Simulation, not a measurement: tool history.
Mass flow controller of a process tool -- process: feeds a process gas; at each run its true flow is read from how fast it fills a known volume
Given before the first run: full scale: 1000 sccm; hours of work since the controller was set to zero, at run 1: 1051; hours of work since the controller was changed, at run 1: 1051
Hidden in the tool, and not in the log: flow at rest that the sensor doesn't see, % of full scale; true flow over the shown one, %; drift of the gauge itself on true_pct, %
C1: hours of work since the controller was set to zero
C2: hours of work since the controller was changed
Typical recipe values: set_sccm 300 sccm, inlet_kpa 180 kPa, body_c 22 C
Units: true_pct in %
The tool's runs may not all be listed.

{"run": 1, "hour": 0.0, "set_sccm": 300, "inlet_kpa": 180, "body_c": 22, "C1": 1051, "C2": 1051, "true_pct": 98.74}
{"run": 2, "hour": 89.1, "set_sccm": 300, "inlet_kpa": 180, "body_c": 22, "C1": 1090, "C2": 1090, "true_pct": 98.8}
{"run": 3, "hour": 182.6, "set_sccm": 300, "inlet_kpa": 180, "body_c": 22, "C1": 1130, "C2": 1130, "true_pct": 98.95}
{"run": 4, "hour": 221.8, "set_sccm": 300, "inlet_kpa": 180, "body_c": 22, "C1": 1147, "C2": 1147, "true_pct": 99.01}
{"run": 5, "hour": 277.7, "set_sccm": 300, "inlet_kpa": 180, "body_c": 22, "C1": 1171, "C2": 1171, "true_pct": 98.89}
{"run": 6, "hour": 367.9, "set_sccm": 300, "inlet_kpa": 180, "body_c": 22, "C1": 1210, "C2": 1210, "true_pct": 99.08}
{"run": 7, "hour": 411.6, "set_sccm": 300, "inlet_kpa": 180, "body_c": 20, "C1": 1228, "C2": 1228, "true_pct": 99.26}
{"run": 8, "hour": 502.4, "set_sccm": 300, "inlet_kpa": 180, "body_c": 20, "C1": 1268, "C2": 1268, "true_pct": 99.47}
{"run": 9, "hour": 543.8, "set_sccm": 300, "inlet_kpa": 180, "body_c": 20, "C1": 1285, "C2": 1285, "true_pct": 99.39}
{"run": 10, "hour": 601.8, "set_sccm": 176, "inlet_kpa": 260, "body_c": 20, "C1": 1310, "C2": 1310, "true_pct": 99.22}
{"run": 11, "hour": 696.1, "set_sccm": 176, "inlet_kpa": 260, "body_c": 20, "C1": 1351, "C2": 1351, "true_pct": 99.32}
{"run": 12, "hour": 742.9, "set_sccm": 176, "inlet_kpa": 260, "body_c": 20, "C1": 1371, "C2": 1371, "true_pct": 99.37}
{"run": 13, "hour": 796.5, "set_sccm": 215, "inlet_kpa": 153, "body_c": 26, "C1": 1394, "C2": 1394, "true_pct": 99.3}
{"run": 14, "hour": 890.7, "set_sccm": 215, "inlet_kpa": 153, "body_c": 26, "C1": 1435, "C2": 1435, "true_pct": 99.4}
{"run": 15, "hour": 962.7, "set_sccm": 215, "inlet_kpa": 178, "body_c": 35, "C1": 1466, "C2": 1466, "true_pct": 98.91}
{"run": 16, "hour": 1051.4, "set_sccm": 300, "inlet_kpa": 149, "body_c": 22, "C1": 1504, "C2": 1504, "true_pct": 99.97}
{"run": 17, "hour": 1118.7, "set_sccm": 300, "inlet_kpa": 149, "body_c": 22, "C1": 1533, "C2": 1533, "true_pct": 100.09}

Measured less the same run without the tool's hidden state. The same run-to-run variation is in both; the gauge's scatter may not be:
run=1 true_pct=+0
run=2 true_pct=+0.11
run=3 true_pct=+0.22
run=4 true_pct=+0.28
run=5 true_pct=+0.35
run=6 true_pct=+0.46
run=7 true_pct=+0.51
run=8 true_pct=+0.62
run=9 true_pct=+0.68
run=10 true_pct=+0.74
run=11 true_pct=+0.86
run=12 true_pct=+0.92
run=13 true_pct=+0.99
run=14 true_pct=+1.1
run=15 true_pct=+1.19
run=16 true_pct=+1.3
run=17 true_pct=+1.39
